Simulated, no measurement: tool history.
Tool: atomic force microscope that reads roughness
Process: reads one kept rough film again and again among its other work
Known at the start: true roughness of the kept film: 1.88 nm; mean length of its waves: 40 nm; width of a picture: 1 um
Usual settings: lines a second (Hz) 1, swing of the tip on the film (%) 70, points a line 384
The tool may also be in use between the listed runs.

| run | day | lines a second (Hz) | swing of the tip on the film (%) | points a line | roughness of the kept film (nm (root mean square)) |
|---|---|---|---|---|---|
| 1 | 0 | 1 | 70 | 384 | 1.743 |
| 2 | 1.242 | 1 | 70 | 384 | 1.744 |
| 3 | 2.288 | 1 | 70 | 384 | 1.734 |
| 4 | 3.275 | 1 | 70 | 384 | 1.734 |
|  | 3.392 | new tip fitted |
| 5 | 4.475 | 1 | 70 | 384 | 1.771 |
| 6 | 5.142 | 1 | 70 | 384 | 1.769 |
| 7 | 6.171 | 1 | 70 | 384 | 1.772 |
| 8 | 7.354 | 1 | 70 | 384 | 1.775 |
| 9 | 8.204 | 1 | 70 | 384 | 1.774 |
| 10 | 9.012 | 2.17 | 70 | 384 | 1.709 |
| 11 | 10.4 | 2.17 | 70 | 384 | 1.701 |
| 12 | 11.267 | 2.17 | 70 | 384 | 1.712 |
| 13 | 11.842 | 1 | 70 | 384 | 1.754 |
| 14 | 12.425 | 1 | 70 | 384 | 1.745 |
| 15 | 13.55 | 1 | 70 | 384 | 1.731 |
| 16 | 14.338 | 1 | 70 | 384 | 1.738 |
|  | 15.258 | new tip fitted |
| 17 | 15.612 | 1 | 70 | 384 | 1.796 |
| 18 | 16.425 | 1 | 70 | 384 | 1.782 |
| 19 | 17.425 | 1 | 70 | 263 | 1.761 |
| 20 | 18.5 | 1 | 70 | 263 | 1.757 |
| 21 | 19.233 | 1 | 70 | 263 | 1.764 |
| 22 | 20.325 | 1 | 70 | 263 | 1.75 |
| 23 | 20.938 | 1 | 70 | 853 | 1.765 |
| 24 | 21.583 | 1 | 70 | 853 | 1.755 |
| 25 | 22.179 | 1 | 70 | 384 | 1.763 |
| 26 | 23.196 | 1 | 70 | 384 | 1.753 |
| 27 | 24.05 | 1 | 70 | 384 | 1.744 |
| 28 | 24.617 | 1 | 70 | 384 | 1.739 |
| 29 | 25.612 | 1 | 70 | 384 | 1.729 |
| 30 | 26.971 | 0.7 | 57 | 731 | 1.781 |
|  | 27.112 | new tip fitted |
| 31 | 27.975 | 0.7 | 57 | 731 | 1.823 |
| 32 | 28.904 | 0.7 | 57 | 345 | 1.807 |
| 33 | 29.729 | 1.71 | 57 | 899 | 1.795 |
| 34 | 30.838 | 1.89 | 74 | 899 | 1.715 |
| 35 | 31.758 | 2.84 | 63 | 384 | 1.732 |
| 36 | 32.325 | 2.84 | 55 | 283 | 1.754 |
| 37 | 33.154 | 3.05 | 70 | 287 | 1.673 |
| 38 | 34.492 | 3.05 | 70 | 287 | 1.668 |
| 39 | 35.712 | 1 | 74 | 787 | 1.75 |
| 40 | 36.388 | 0.99 | 74 | 787 | 1.737 |
| 41 | 37.358 | 2.74 | 60 | 553 | 1.734 |
| 42 | 38.042 | 1.68 | 75 | 553 | 1.696 |
|  | 39.008 | new tip fitted |
| 43 | 39.062 | 2.66 | 83 | 323 | 1.61 |
| 44 | 40.242 | 0.87 | 83 | 323 | 1.747 |
| 45 | 41.138 | 0.87 | 83 | 323 | 1.752 |
| 46 | 42.079 | 1 | 70 | 475 | 1.785 |
| 47 | 43.021 | 1 | 70 | 475 | 1.763 |
| 48 | 44.196 | 2.99 | 81 | 340 | 1.587 |
| 49 | 45.538 | 0.93 | 70 | 384 | 1.774 |
| 50 | 46.929 | 2.57 | 73 | 288 | 1.657 |
| 51 | 47.696 | 0.71 | 59 | 752 | 1.789 |
| 52 | 48.742 | 0.71 | 59 | 752 | 1.78 |
| 53 | 49.671 | 3.5 | 85 | 349 | 1.498 |
|  | 50.858 | new tip fitted |
| 54 | 51.05 | 1.88 | 56 | 309 | 1.787 |

Measured less the same run without the tool's hidden state. The same run-to-run variation is in both; the gauge's scatter may not be:
The hidden state here: radius of the tip, nm; height scale over the true one, %; drift of the gauge itself on roughness_nm, %.
| run | roughness of the kept film (nm (root mean square)) |
|---|---|
| 1 | -0.042 |
| 2 | -0.047 |
| 3 | -0.052 |
| 4 | -0.056 |
| 5 | -0.003 |
| 6 | -0.006 |
| 7 | -0.01 |
| 8 | -0.015 |
| 9 | -0.02 |
| 10 | -0.023 |
| 11 | -0.028 |
| 12 | -0.033 |
| 13 | -0.037 |
| 14 | -0.039 |
| 15 | -0.044 |
| 16 | -0.047 |
| 17 | +0.001 |
| 18 | -0.003 |
| 19 | -0.008 |
| 20 | -0.012 |
| 21 | -0.016 |
| 22 | -0.02 |
| 23 | -0.024 |
| 24 | -0.027 |
| 25 | -0.029 |
| 26 | -0.034 |
| 27 | -0.037 |
| 28 | -0.04 |
| 29 | -0.044 |
| 30 | -0.052 |
| 31 | +0 |
| 32 | -0.004 |
| 33 | -0.008 |
| 34 | -0.014 |
| 35 | -0.018 |
| 36 | -0.021 |
| 37 | -0.023 |
| 38 | -0.028 |
| 39 | -0.036 |
| 40 | -0.039 |
| 41 | -0.044 |
| 42 | -0.046 |
| 43 | +0.006 |
| 44 | +0 |
| 45 | -0.004 |
| 46 | -0.008 |
| 47 | -0.014 |
| 48 | -0.017 |
| 49 | -0.026 |
| 50 | -0.03 |
| 51 | -0.036 |
| 52 | -0.04 |
| 53 | -0.038 |
| 54 | +0.008 |

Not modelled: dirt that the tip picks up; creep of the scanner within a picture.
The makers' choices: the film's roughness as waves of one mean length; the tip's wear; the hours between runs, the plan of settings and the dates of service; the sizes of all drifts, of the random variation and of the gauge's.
